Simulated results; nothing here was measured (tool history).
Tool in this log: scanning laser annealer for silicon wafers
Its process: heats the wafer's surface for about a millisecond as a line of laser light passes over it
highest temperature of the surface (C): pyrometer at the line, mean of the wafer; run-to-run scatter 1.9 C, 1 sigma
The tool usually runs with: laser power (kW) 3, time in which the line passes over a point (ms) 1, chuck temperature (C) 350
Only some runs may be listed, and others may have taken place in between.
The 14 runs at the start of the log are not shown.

| run | hour | laser power (kW) | time in which the line passes over a point (ms) | chuck temperature (C) | hours of work since the window was cleaned | hours of work since the power meter was calibrated | hours of work since the optics were aligned | highest temperature of the surface (C) |
|---|---|---|---|---|---|---|---|---|
| 15 | 481.2 | 3.073 | 1.11 | 350 | 382 | 746 | 1146 | 1240 |
| 16 | 525.2 | 3.073 | 0.85 | 350 | 401 | 765 | 1164 | 1119 |
| 17 | 567.8 | 3.073 | 0.85 | 350 | 418 | 782 | 1182 | 1120 |
| 18 | 611.4 | 3.243 | 0.85 | 368 | 436 | 800 | 1200 | 1192 |
| 19 | 643.4 | 3.243 | 0.85 | 368 | 449 | 814 | 1213 | 1190 |
| 20 | 668.8 | 3.243 | 0.85 | 368 | 460 | 824 | 1224 | 1188 |
| 21 | 709.2 | 3.294 | 0.89 | 350 | 477 | 841 | 1241 | 1209 |
| 22 | 737.1 | 2.629 | 0.93 | 350 | 488 | 852 | 1252 | 1011 |
| 23 | 761.6 | 3 | 0.99 | 378 | 498 | 863 | 1262 | 1182 |
| 24 | 802.9 | 3 | 0.96 | 384 | 516 | 880 | 1279 | 1175 |
| 25 | 823.4 | 3 | 0.96 | 389 | 524 | 888 | 1288 | 1182 |
| 26 | 856 | 3.18 | 1.22 | 389 | 538 | 902 | 1301 | 1354 |
| 27 | 900.9 | 3.18 | 1.22 | 389 | 556 | 920 | 1320 | 1357 |
| 28 | 929.3 | 2.561 | 0.82 | 330 | 568 | 932 | 1332 | 919 |
| 29 | 960.7 | 2.561 | 0.82 | 330 | 581 | 945 | 1345 | 921 |
| 30 | 981.8 | 2.561 | 0.82 | 330 | 590 | 954 | 1353 | 923 |
| 31 | 1024.9 | 2.561 | 0.82 | 330 | 608 | 972 | 1371 | 920 |

Alternative continuations, all from the tool just after run 31; predict every row:
| A | 1055.5 | 3 | 0.91 | 350 | 620 | 984 | 1384 | ? |
| B | 1055.5 | 3.037 | 0.93 | 312 | 620 | 984 | 1384 | ? |
| C | 1055.5 | 3 | 1.07 | 350 | 620 | 984 | 1384 | ? |
| D | 1055.5 | 3 | 1 | 379 | 620 | 984 | 1384 | ? |
| E | 1055.5 | 2.575 | 1.11 | 357 | 620 | 984 | 1384 | ? |

| run | highest temperature of the surface (C) |
|---|---|
| A | 1110 |
| B | 1095 |
| C | 1179 |
| D | 1182 |
| E | 1054 |
The same runs, with their run-to-run variation unchanged, on a tool lacking any hidden condition would have given:
| run | highest temperature of the surface (C) |
|---|---|
| A | 1154 |
| B | 1140 |
| C | 1227 |
| D | 1229 |
| E | 1094 |
